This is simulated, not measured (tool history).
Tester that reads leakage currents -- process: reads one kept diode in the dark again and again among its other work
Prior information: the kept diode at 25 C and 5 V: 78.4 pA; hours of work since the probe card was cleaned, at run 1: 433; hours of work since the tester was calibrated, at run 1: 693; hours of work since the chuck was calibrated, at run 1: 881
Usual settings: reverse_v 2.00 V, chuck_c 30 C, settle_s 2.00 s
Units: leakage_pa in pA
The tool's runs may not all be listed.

run   hour  reverse_v  chuck_c  settle_s  hours of work since the probe card was cleaned  hours of work since the tester was calibrated  hours of work since the chuck was calibrated  leakage_pa
  1    0.0       2.00       30      2.00                                             433                                            693                                           881       63.44
  2   66.5       2.00       30      2.00                                             471                                            731                                           920       63.42
  3  140.5       2.00       30      2.00                                             514                                            774                                           962       63.23
  4  204.4       2.00       30      2.00                                             551                                            811                                           999       63.26
  5  288.6       2.00       30      2.00                                             599                                            859                                          1048       62.84
  6  332.3       2.00       30      2.00                                             624                                            884                                          1073       62.98
  7  416.0       5.11       30      2.00                                             673                                            932                                          1121      109.85
  8  499.8       5.11       30      2.00                                             721                                            981                                          1169      109.11
  9  585.9      11.93       27      1.71                                             770                                           1030                                          1219      147.17
 10  638.9       3.02       30      8.56                                             801                                           1061                                          1249       79.28
 11  687.5       3.02       30      8.56                                             829                                           1089                                          1277       78.77
 12  734.2      17.29       30      1.58                                             856                                           1116                                          1304      225.51
 13  793.7      17.29       30      1.58                                             890                                           1150                                          1338      225.05

Some steps in leakage_pa between neighbouring runs. How much of each would the tool show without its hidden state too (settings, what came in, random variation), and how much is left for the hidden state, with any gauge scatter that isn't in both results?
Hidden conditions of the tool in this case: stray current of the dirty probe card, pA a volt; current scale over the true one, %; true chuck temperature over the reading, C; drift of the gauge itself on leakage_pa, %.
Run 11 -> 12: reverse_v 3.02 -> 17.29, settle_s 8.56 -> 1.58. leakage_pa +146.74 pA: hidden state -4.37, all else +151.11.
